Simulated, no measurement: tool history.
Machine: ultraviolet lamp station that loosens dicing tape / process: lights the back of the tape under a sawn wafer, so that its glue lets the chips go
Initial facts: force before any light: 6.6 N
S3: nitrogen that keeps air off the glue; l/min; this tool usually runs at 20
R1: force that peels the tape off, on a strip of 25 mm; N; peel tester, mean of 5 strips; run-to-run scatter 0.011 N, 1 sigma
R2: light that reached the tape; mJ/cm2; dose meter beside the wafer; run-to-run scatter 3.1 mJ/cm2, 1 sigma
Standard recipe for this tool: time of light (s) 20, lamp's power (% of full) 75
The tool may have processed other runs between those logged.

run 1 hour=0.0 | time_of_light_(s)=20 lamp's_power_(%_of_full)=75 S3=20 | R1=0.664 R2=421
run 2 hour=39.5 | time_of_light_(s)=20 lamp's_power_(%_of_full)=75 S3=20 | R1=0.653 R2=412
run 3 hour=74.0 | time_of_light_(s)=20 lamp's_power_(%_of_full)=75 S3=20 | R1=0.694 R2=406
run 4 hour=128.0 | time_of_light_(s)=20 lamp's_power_(%_of_full)=75 S3=20 | R1=0.702 R2=399
run 5 hour=155.6 | time_of_light_(s)=20 lamp's_power_(%_of_full)=75 S3=20 | R1=0.727 R2=395
run 6 hour=191.0 | time_of_light_(s)=11 lamp's_power_(%_of_full)=89 S3=28 | R1=1.278 R2=255
run 7 hour=258.6 | time_of_light_(s)=24 lamp's_power_(%_of_full)=75 S3=20 | R1=0.539 R2=462
run 8 hour=313.7 | time_of_light_(s)=24 lamp's_power_(%_of_full)=75 S3=20 | R1=0.551 R2=452
run 9 hour=342.1 | time_of_light_(s)=16 lamp's_power_(%_of_full)=73 S3=20 | R1=1.269 R2=289
run 10 hour=384.9 | time_of_light_(s)=20 lamp's_power_(%_of_full)=94 S3=11 | R1=0.728 R2=457

Predict each of these 5 candidate next runs independently; none follows another, all start after run 10:
-- hour=438.0 window cleaned of glue's vapour
run A hour=450.1 | time_of_light_(s)=20 lamp's_power_(%_of_full)=94 S3=10 | R1=? R2=?
-- hour=438.0 window cleaned of glue's vapour
run B hour=450.1 | time_of_light_(s)=16 lamp's_power_(%_of_full)=98 S3=26 | R1=? R2=?
-- hour=438.0 window cleaned of glue's vapour
run C hour=450.1 | time_of_light_(s)=29 lamp's_power_(%_of_full)=75 S3=20 | R1=? R2=?
-- hour=438.0 window cleaned of glue's vapour
run D hour=450.1 | time_of_light_(s)=20 lamp's_power_(%_of_full)=94 S3=30 | R1=? R2=?
-- hour=438.0 window cleaned of glue's vapour
run E hour=450.1 | time_of_light_(s)=20 lamp's_power_(%_of_full)=77 S3=10 | R1=? R2=?

run=A R1=0.762 R2=473
run=B R1=0.644 R2=402
run=C R1=0.394 R2=555
run=D R1=0.435 R2=476
run=E R1=1.062 R2=392
With no hidden state in the tool, these same runs would have given:
run=A R1=0.499 R2=593
run=B R1=0.421 R2=503
run=C R1=0.273 R2=694
run=D R1=0.298 R2=595
run=E R1=0.716 R2=491
